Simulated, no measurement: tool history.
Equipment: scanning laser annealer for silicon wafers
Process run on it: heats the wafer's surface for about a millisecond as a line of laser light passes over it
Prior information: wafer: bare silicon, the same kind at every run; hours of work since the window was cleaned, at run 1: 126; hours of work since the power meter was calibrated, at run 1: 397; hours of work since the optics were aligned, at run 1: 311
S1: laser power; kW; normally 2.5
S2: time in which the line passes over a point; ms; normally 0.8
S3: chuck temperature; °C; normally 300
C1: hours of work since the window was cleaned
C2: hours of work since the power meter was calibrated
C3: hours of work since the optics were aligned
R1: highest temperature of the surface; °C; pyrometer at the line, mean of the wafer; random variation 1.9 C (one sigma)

run 1 hour=0 | S1=2.5 S2=0.8 S3=300 | C1=126 C2=397 C3=311 | R1=1072
run 2 hour=22.6 | S1=2.5 S2=0.612 S3=300 | C1=143 C2=414 C3=328 | R1=984
run 3 hour=47.5 | S1=2.5 S2=0.8 S3=300 | C1=161 C2=433 C3=347 | R1=1068
run 4 hour=75 | S1=2.5 S2=0.8 S3=300 | C1=182 C2=453 C3=367 | R1=1066
run 5 hour=99.9 | S1=2.5 S2=0.8 S3=300 | C1=200 C2=472 C3=386 | R1=1062
run 6 hour=119.9 | S1=2.5 S2=0.8 S3=328 | C1=215 C2=487 C3=401 | R1=1090
run 7 hour=148.2 | S1=2.5 S2=0.8 S3=328 | C1=236 C2=508 C3=422 | R1=1086
run 8 hour=161.1 | S1=2.5 S2=0.8 S3=271 | C1=246 C2=517 C3=431 | R1=1025
run 9 hour=187.8 | S1=2.5 S2=0.8 S3=300 | C1=266 C2=537 C3=451 | R1=1051
run 10 hour=208.4 | S1=2.5 S2=0.8 S3=300 | C1=281 C2=553 C3=467 | R1=1052
run 11 hour=232.6 | S1=2.5 S2=0.8 S3=300 | C1=299 C2=571 C3=485 | R1=1049
-- hour=236.7 window over the wafer cleaned
run 12 hour=254 | S1=2.5 S2=0.8 S3=279 | C1=13 C2=585 C3=499 | R1=1000
run 13 hour=267.7 | S1=2.5 S2=0.8 S3=279 | C1=23 C2=596 C3=509 | R1=997
run 14 hour=290.4 | S1=2.5 S2=0.8 S3=279 | C1=40 C2=612 C3=526 | R1=996
run 15 hour=305.8 | S1=2.651 S2=0.8 S3=300 | C1=52 C2=624 C3=538 | R1=1057
run 16 hour=331.9 | S1=2.5 S2=0.8 S3=300 | C1=71 C2=643 C3=557 | R1=1017
run 17 hour=343.9 | S1=2.5 S2=0.8 S3=300 | C1=80 C2=652 C3=566 | R1=1017
-- hour=359.8 window over the wafer cleaned, once more
run 18 hour=369 | S1=2.5 S2=0.8 S3=300 | C1=7 C2=670 C3=584 | R1=1085
run 19 hour=393.8 | S1=2.5 S2=0.8 S3=300 | C1=25 C2=688 C3=602 | R1=1084
run 20 hour=420.5 | S1=2.5 S2=0.8 S3=300 | C1=45 C2=708 C3=622 | R1=1077
run 21 hour=447.1 | S1=2.529 S2=0.704 S3=306 | C1=65 C2=728 C3=642 | R1=1047
run 22 hour=476.1 | S1=2.5 S2=0.848 S3=324 | C1=87 C2=750 C3=664 | R1=1118
run 23 hour=504.8 | S1=2.443 S2=0.892 S3=306 | C1=108 C2=771 C3=685 | R1=1098
run 24 hour=524.1 | S1=2.337 S2=0.88 S3=306 | C1=123 C2=785 C3=699 | R1=1064
run 25 hour=541.7 | S1=2.337 S2=0.88 S3=306 | C1=136 C2=799 C3=713 | R1=1064
run 26 hour=564.3 | S1=2.709 S2=0.783 S3=334 | C1=153 C2=815 C3=729 | R1=1149
run 27 hour=589.2 | S1=2.305 S2=0.783 S3=334 | C1=171 C2=834 C3=748 | R1=1038
run 28 hour=609.7 | S1=2.261 S2=0.759 S3=300 | C1=187 C2=849 C3=763 | R1=982
run 29 hour=623.2 | S1=2.261 S2=0.759 S3=300 | C1=197 C2=860 C3=773 | R1=978
run 30 hour=649.9 | S1=2.461 S2=0.601 S3=266 | C1=217 C2=879 C3=793 | R1=925
run 31 hour=677.6 | S1=2.289 S2=0.601 S3=308 | C1=237 C2=900 C3=814 | R1=923
run 32 hour=703.8 | S1=2.289 S2=0.601 S3=308 | C1=257 C2=920 C3=834 | R1=922
run 33 hour=726.4 | S1=2.289 S2=0.601 S3=308 | C1=274 C2=937 C3=851 | R1=922
run 34 hour=741.1 | S1=2.289 S2=0.601 S3=308 | C1=285 C2=948 C3=862 | R1=918

Results for each run, recomputed without the tool's hidden state and with each run's random variation untouched:
The tool's hidden condition here consists of: light that passes the window, % of a clean one's; laser's true power over the reading, %; width of the line over the set one, %; drift of the gauge itself on peak_c, C.
run=1 R1=1091
run=2 R1=1003
run=3 R1=1092
run=4 R1=1092
run=5 R1=1091
run=6 R1=1120
run=7 R1=1120
run=8 R1=1060
run=9 R1=1088
run=10 R1=1091
run=11 R1=1090
run=12 R1=1069
run=13 R1=1067
run=14 R1=1068
run=15 R1=1135
run=16 R1=1093
run=17 R1=1094
run=18 R1=1090
run=19 R1=1091
run=20 R1=1087
run=21 R1=1060
run=22 R1=1134
run=23 R1=1117
run=24 R1=1084
run=25 R1=1086
run=26 R1=1174
run=27 R1=1062
run=28 R1=1007
run=29 R1=1005
run=30 R1=953
run=31 R1=951
run=32 R1=953
run=33 R1=954
run=34 R1=951

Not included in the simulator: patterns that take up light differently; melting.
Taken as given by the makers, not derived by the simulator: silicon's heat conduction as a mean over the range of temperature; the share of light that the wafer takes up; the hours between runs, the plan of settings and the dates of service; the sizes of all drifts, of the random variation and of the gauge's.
